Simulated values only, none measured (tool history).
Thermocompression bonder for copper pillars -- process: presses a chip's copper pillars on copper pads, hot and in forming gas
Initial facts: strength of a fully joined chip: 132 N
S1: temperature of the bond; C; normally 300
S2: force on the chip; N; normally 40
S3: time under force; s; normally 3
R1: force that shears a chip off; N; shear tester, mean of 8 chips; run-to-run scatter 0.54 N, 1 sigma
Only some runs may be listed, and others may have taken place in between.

{"run": 1, "hour": 0.0, "S1": 300, "S2": 40, "S3": 3, "R1": 49.0}
{"run": 2, "hour": 24.3, "S1": 291, "S2": 40, "S3": 3, "R1": 43.9}
{"hour": 65.1, "done": "forming gas filter changed"}
{"run": 3, "hour": 73.2, "S1": 291, "S2": 40, "S3": 3, "R1": 47.5}
{"run": 4, "hour": 115.9, "S1": 291, "S2": 40, "S3": 8, "R1": 66.4}
{"run": 5, "hour": 144.8, "S1": 291, "S2": 40, "S3": 8, "R1": 68.2}
{"run": 6, "hour": 176.6, "S1": 291, "S2": 40, "S3": 8, "R1": 67.4}
{"run": 7, "hour": 222.7, "S1": 291, "S2": 40, "S3": 8, "R1": 65.9}
{"run": 8, "hour": 274.9, "S1": 291, "S2": 40, "S3": 8, "R1": 67.1}
{"run": 9, "hour": 306.9, "S1": 291, "S2": 40, "S3": 8, "R1": 66.1}
{"run": 10, "hour": 330.3, "S1": 291, "S2": 40, "S3": 8, "R1": 66.3}
{"run": 11, "hour": 369.5, "S1": 286, "S2": 40, "S3": 8, "R1": 63.4}
{"run": 12, "hour": 405.2, "S1": 300, "S2": 55, "S3": 3, "R1": 67.5}
{"run": 13, "hour": 446.5, "S1": 300, "S2": 55, "S3": 3, "R1": 67.8}
{"run": 14, "hour": 502.3, "S1": 300, "S2": 40, "S3": 3, "R1": 49.4}
{"run": 15, "hour": 532.8, "S1": 300, "S2": 40, "S3": 3, "R1": 49.4}
{"run": 16, "hour": 581.1, "S1": 300, "S2": 27, "S3": 3, "R1": 31.3}
{"run": 17, "hour": 617.3, "S1": 300, "S2": 27, "S3": 3, "R1": 30.6}
{"run": 18, "hour": 665.5, "S1": 300, "S2": 27, "S3": 3, "R1": 30.7}
{"run": 19, "hour": 712.4, "S1": 300, "S2": 27, "S3": 3, "R1": 31.1}
{"run": 20, "hour": 759.4, "S1": 300, "S2": 27, "S3": 3, "R1": 30.3}
{"run": 21, "hour": 797.1, "S1": 300, "S2": 27, "S3": 3, "R1": 30.5}
{"run": 22, "hour": 843.6, "S1": 300, "S2": 40, "S3": 8, "R1": 67.2}
{"run": 23, "hour": 868.0, "S1": 281, "S2": 40, "S3": 3, "R1": 39.6}
{"hour": 896.9, "done": "forming gas filter changed"}
{"run": 24, "hour": 900.9, "S1": 300, "S2": 27, "S3": 2, "R1": 26.3}
{"run": 25, "hour": 926.6, "S1": 300, "S2": 27, "S3": 2, "R1": 26.0}
{"run": 26, "hour": 962.8, "S1": 300, "S2": 27, "S3": 2, "R1": 26.7}
{"run": 27, "hour": 993.8, "S1": 278, "S2": 37, "S3": 2, "R1": 31.2}
{"run": 28, "hour": 1035.1, "S1": 300, "S2": 40, "S3": 2, "R1": 42.7}
{"run": 29, "hour": 1086.4, "S1": 282, "S2": 43, "S3": 2, "R1": 39.1}
{"run": 30, "hour": 1119.7, "S1": 291, "S2": 31, "S3": 3, "R1": 33.8}
{"run": 31, "hour": 1162.1, "S1": 291, "S2": 31, "S3": 3, "R1": 34.2}
{"run": 32, "hour": 1212.7, "S1": 300, "S2": 29, "S3": 7, "R1": 48.0}
{"run": 33, "hour": 1269.0, "S1": 300, "S2": 36, "S3": 3, "R1": 43.6}
{"run": 34, "hour": 1318.0, "S1": 326, "S2": 30, "S3": 2, "R1": 37.0}
{"run": 35, "hour": 1346.4, "S1": 300, "S2": 53, "S3": 7, "R1": 84.2}
{"run": 36, "hour": 1370.9, "S1": 271, "S2": 26, "S3": 7, "R1": 32.2}
{"run": 37, "hour": 1398.5, "S1": 271, "S2": 26, "S3": 7, "R1": 31.9}
{"run": 38, "hour": 1443.5, "S1": 271, "S2": 26, "S3": 7, "R1": 31.4}
{"run": 39, "hour": 1487.0, "S1": 273, "S2": 40, "S3": 5, "R1": 45.5}

What would each run have given without the hidden state, its run-to-run variation left as it was?
Hidden state present: true temperature of the bond over the reading, C; force that reaches the chip, % of what is set; oxide that the forming gas leaves, % of the face; drift of the gauge itself on shear_n, %.
run=1 R1=53.1
run=2 R1=47.7
run=3 R1=48.7
run=4 R1=68.1
run=5 R1=70.0
run=6 R1=69.5
run=7 R1=68.2
run=8 R1=69.8
run=9 R1=68.9
run=10 R1=69.3
run=11 R1=66.5
run=12 R1=71.1
run=13 R1=71.6
run=14 R1=52.6
run=15 R1=52.7
run=16 R1=33.7
run=17 R1=33.0
run=18 R1=33.3
run=19 R1=33.8
run=20 R1=33.2
run=21 R1=33.6
run=22 R1=73.5
run=23 R1=43.6
run=24 R1=27.5
run=25 R1=27.2
run=26 R1=28.1
run=27 R1=32.6
run=28 R1=44.9
run=29 R1=41.2
run=30 R1=35.9
run=31 R1=36.4
run=32 R1=51.3
run=33 R1=46.8
run=34 R1=40.2
run=35 R1=89.9
run=36 R1=34.8
run=37 R1=34.5
run=38 R1=34.2
run=39 R1=49.6
